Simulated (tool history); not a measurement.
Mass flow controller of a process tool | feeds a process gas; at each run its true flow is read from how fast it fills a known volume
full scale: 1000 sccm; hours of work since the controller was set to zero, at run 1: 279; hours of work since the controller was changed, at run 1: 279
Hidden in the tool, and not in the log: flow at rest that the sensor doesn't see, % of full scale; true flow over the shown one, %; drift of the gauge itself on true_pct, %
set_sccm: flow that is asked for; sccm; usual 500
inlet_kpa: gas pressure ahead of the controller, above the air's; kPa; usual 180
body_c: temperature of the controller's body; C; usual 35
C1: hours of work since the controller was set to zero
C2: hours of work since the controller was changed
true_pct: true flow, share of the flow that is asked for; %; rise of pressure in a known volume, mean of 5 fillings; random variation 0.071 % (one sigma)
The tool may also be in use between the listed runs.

{"run": 1, "hour": 0.0, "set_sccm": 500, "inlet_kpa": 180, "body_c": 35, "C1": 279, "C2": 279, "true_pct": 100.2}
{"run": 2, "hour": 228.9, "set_sccm": 662, "inlet_kpa": 180, "body_c": 35, "C1": 434, "C2": 434, "true_pct": 100.43}
{"run": 3, "hour": 511.0, "set_sccm": 662, "inlet_kpa": 180, "body_c": 23, "C1": 625, "C2": 625, "true_pct": 99.28}
{"run": 4, "hour": 819.5, "set_sccm": 662, "inlet_kpa": 180, "body_c": 23, "C1": 834, "C2": 834, "true_pct": 99.23}
{"run": 5, "hour": 1070.2, "set_sccm": 662, "inlet_kpa": 180, "body_c": 27, "C1": 1004, "C2": 1004, "true_pct": 99.65}
{"run": 6, "hour": 1251.8, "set_sccm": 920, "inlet_kpa": 180, "body_c": 35, "C1": 1127, "C2": 1127, "true_pct": 100.6}
{"run": 7, "hour": 1514.4, "set_sccm": 500, "inlet_kpa": 180, "body_c": 35, "C1": 1305, "C2": 1305, "true_pct": 100.25}
{"run": 8, "hour": 1650.3, "set_sccm": 500, "inlet_kpa": 180, "body_c": 37, "C1": 1397, "C2": 1397, "true_pct": 100.4}
{"run": 9, "hour": 1887.2, "set_sccm": 500, "inlet_kpa": 228, "body_c": 37, "C1": 1558, "C2": 1558, "true_pct": 100.44}
{"run": 10, "hour": 2055.5, "set_sccm": 500, "inlet_kpa": 228, "body_c": 37, "C1": 1672, "C2": 1672, "true_pct": 100.41}
{"run": 11, "hour": 2281.9, "set_sccm": 500, "inlet_kpa": 228, "body_c": 37, "C1": 1825, "C2": 1825, "true_pct": 100.27}
{"run": 12, "hour": 2590.0, "set_sccm": 500, "inlet_kpa": 180, "body_c": 35, "C1": 2034, "C2": 2034, "true_pct": 100.24}
{"run": 13, "hour": 2873.0, "set_sccm": 436, "inlet_kpa": 180, "body_c": 35, "C1": 2226, "C2": 2226, "true_pct": 100.17}
{"run": 14, "hour": 3032.1, "set_sccm": 436, "inlet_kpa": 180, "body_c": 35, "C1": 2333, "C2": 2333, "true_pct": 100.24}
{"run": 15, "hour": 3343.3, "set_sccm": 436, "inlet_kpa": 180, "body_c": 35, "C1": 2544, "C2": 2544, "true_pct": 100.21}
{"run": 16, "hour": 3659.6, "set_sccm": 500, "inlet_kpa": 180, "body_c": 35, "C1": 2759, "C2": 2759, "true_pct": 100.31}
{"run": 17, "hour": 3936.4, "set_sccm": 500, "inlet_kpa": 180, "body_c": 35, "C1": 2946, "C2": 2946, "true_pct": 100.23}
{"run": 18, "hour": 4100.3, "set_sccm": 500, "inlet_kpa": 180, "body_c": 35, "C1": 3057, "C2": 3057, "true_pct": 100.24}
{"run": 19, "hour": 4243.3, "set_sccm": 500, "inlet_kpa": 180, "body_c": 35, "C1": 3154, "C2": 3154, "true_pct": 100.33}
{"run": 20, "hour": 4524.1, "set_sccm": 500, "inlet_kpa": 279, "body_c": 35, "C1": 3344, "C2": 3344, "true_pct": 100.42}
{"run": 21, "hour": 4672.8, "set_sccm": 500, "inlet_kpa": 180, "body_c": 35, "C1": 3445, "C2": 3445, "true_pct": 100.14}
{"run": 22, "hour": 4840.5, "set_sccm": 500, "inlet_kpa": 180, "body_c": 35, "C1": 3559, "C2": 3559, "true_pct": 100.2}
{"run": 23, "hour": 5008.6, "set_sccm": 500, "inlet_kpa": 180, "body_c": 35, "C1": 3673, "C2": 3673, "true_pct": 100.23}
{"run": 24, "hour": 5211.1, "set_sccm": 500, "inlet_kpa": 180, "body_c": 39, "C1": 3810, "C2": 3810, "true_pct": 100.71}
{"run": 25, "hour": 5520.7, "set_sccm": 500, "inlet_kpa": 155, "body_c": 39, "C1": 4020, "C2": 4020, "true_pct": 100.64}
{"run": 26, "hour": 5845.6, "set_sccm": 500, "inlet_kpa": 155, "body_c": 39, "C1": 4240, "C2": 4240, "true_pct": 100.54}
{"run": 27, "hour": 5982.6, "set_sccm": 498, "inlet_kpa": 180, "body_c": 35, "C1": 4333, "C2": 4333, "true_pct": 100.31}
{"run": 28, "hour": 6280.7, "set_sccm": 843, "inlet_kpa": 179, "body_c": 23, "C1": 4535, "C2": 4535, "true_pct": 99.02}
{"run": 29, "hour": 6430.8, "set_sccm": 380, "inlet_kpa": 150, "body_c": 29, "C1": 4636, "C2": 4636, "true_pct": 99.93}
{"run": 30, "hour": 6741.8, "set_sccm": 752, "inlet_kpa": 210, "body_c": 35, "C1": 4847, "C2": 4847, "true_pct": 100.21}
{"run": 31, "hour": 7066.8, "set_sccm": 752, "inlet_kpa": 210, "body_c": 35, "C1": 5067, "C2": 5067, "true_pct": 100.11}
{"run": 32, "hour": 7383.1, "set_sccm": 257, "inlet_kpa": 210, "body_c": 34, "C1": 5282, "C2": 5282, "true_pct": 101.37}
{"run": 33, "hour": 7567.5, "set_sccm": 115, "inlet_kpa": 210, "body_c": 22, "C1": 5407, "C2": 5407, "true_pct": 104.48}
{"run": 34, "hour": 7870.0, "set_sccm": 913, "inlet_kpa": 189, "body_c": 36, "C1": 5612, "C2": 5612, "true_pct": 100.13}
{"run": 35, "hour": 8001.6, "set_sccm": 913, "inlet_kpa": 189, "body_c": 36, "C1": 5701, "C2": 5701, "true_pct": 100.23}
{"run": 36, "hour": 8148.8, "set_sccm": 360, "inlet_kpa": 192, "body_c": 25, "C1": 5801, "C2": 5801, "true_pct": 99.9}
{"run": 37, "hour": 8408.8, "set_sccm": 121, "inlet_kpa": 265, "body_c": 35, "C1": 5977, "C2": 5977, "true_pct": 105.86}
{"run": 38, "hour": 8641.9, "set_sccm": 500, "inlet_kpa": 230, "body_c": 35, "C1": 6135, "C2": 6135, "true_pct": 100.49}
{"hour": 8701.8, "done": "controller's zero set anew"}
{"run": 39, "hour": 8856.4, "set_sccm": 500, "inlet_kpa": 230, "body_c": 35, "C1": 105, "C2": 6280, "true_pct": 98.38}
{"run": 40, "hour": 9030.6, "set_sccm": 500, "inlet_kpa": 154, "body_c": 35, "C1": 223, "C2": 6398, "true_pct": 98.23}
{"run": 41, "hour": 9268.4, "set_sccm": 181, "inlet_kpa": 154, "body_c": 35, "C1": 384, "C2": 6559, "true_pct": 98.04}
{"run": 42, "hour": 9415.0, "set_sccm": 181, "inlet_kpa": 222, "body_c": 29, "C1": 483, "C2": 6658, "true_pct": 97.66}
{"run": 43, "hour": 9670.4, "set_sccm": 180, "inlet_kpa": 224, "body_c": 24, "C1": 656, "C2": 6831, "true_pct": 97.4}
{"run": 44, "hour": 9846.3, "set_sccm": 180, "inlet_kpa": 224, "body_c": 24, "C1": 776, "C2": 6950, "true_pct": 97.35}
{"run": 45, "hour": 10055.7, "set_sccm": 215, "inlet_kpa": 180, "body_c": 21, "C1": 917, "C2": 7092, "true_pct": 97.05}
{"hour": 10115.0, "done": "controller exchanged for a calibrated one"}
{"run": 46, "hour": 10345.4, "set_sccm": 925, "inlet_kpa": 169, "body_c": 25, "C1": 156, "C2": 156, "true_pct": 99.84}
{"run": 47, "hour": 10509.0, "set_sccm": 163, "inlet_kpa": 183, "body_c": 25, "C1": 267, "C2": 267, "true_pct": 99.33}
{"run": 48, "hour": 10686.1, "set_sccm": 163, "inlet_kpa": 183, "body_c": 25, "C1": 387, "C2": 387, "true_pct": 99.23}

The same runs without the tool's hidden state, with the same run-to-run variation:
run=1 true_pct=100.17
run=2 true_pct=100.46
run=3 true_pct=99.31
run=4 true_pct=99.28
run=5 true_pct=99.7
run=6 true_pct=100.75
run=7 true_pct=100.21
run=8 true_pct=100.36
run=9 true_pct=100.4
run=10 true_pct=100.36
run=11 true_pct=100.21
run=12 true_pct=100.19
run=13 true_pct=100.01
run=14 true_pct=100.07
run=15 true_pct=100.03
run=16 true_pct=100.25
run=17 true_pct=100.16
run=18 true_pct=100.16
run=19 true_pct=100.24
run=20 true_pct=100.33
run=21 true_pct=100.05
run=22 true_pct=100.11
run=23 true_pct=100.13
run=24 true_pct=100.61
run=25 true_pct=100.53
run=26 true_pct=100.43
run=27 true_pct=100.2
run=28 true_pct=99.51
run=29 true_pct=99.33
run=30 true_pct=100.61
run=31 true_pct=100.53
run=32 true_pct=99.62
run=33 true_pct=98.49
run=34 true_pct=100.81
run=35 true_pct=100.91
run=36 true_pct=99.02
run=37 true_pct=99.67
run=38 true_pct=100.33
run=39 true_pct=100.2
run=40 true_pct=100.04
run=41 true_pct=99.61
run=42 true_pct=99.19
run=43 true_pct=98.82
run=44 true_pct=98.7
run=45 true_pct=98.44
run=46 true_pct=99.8
run=47 true_pct=98.84
run=48 true_pct=98.65
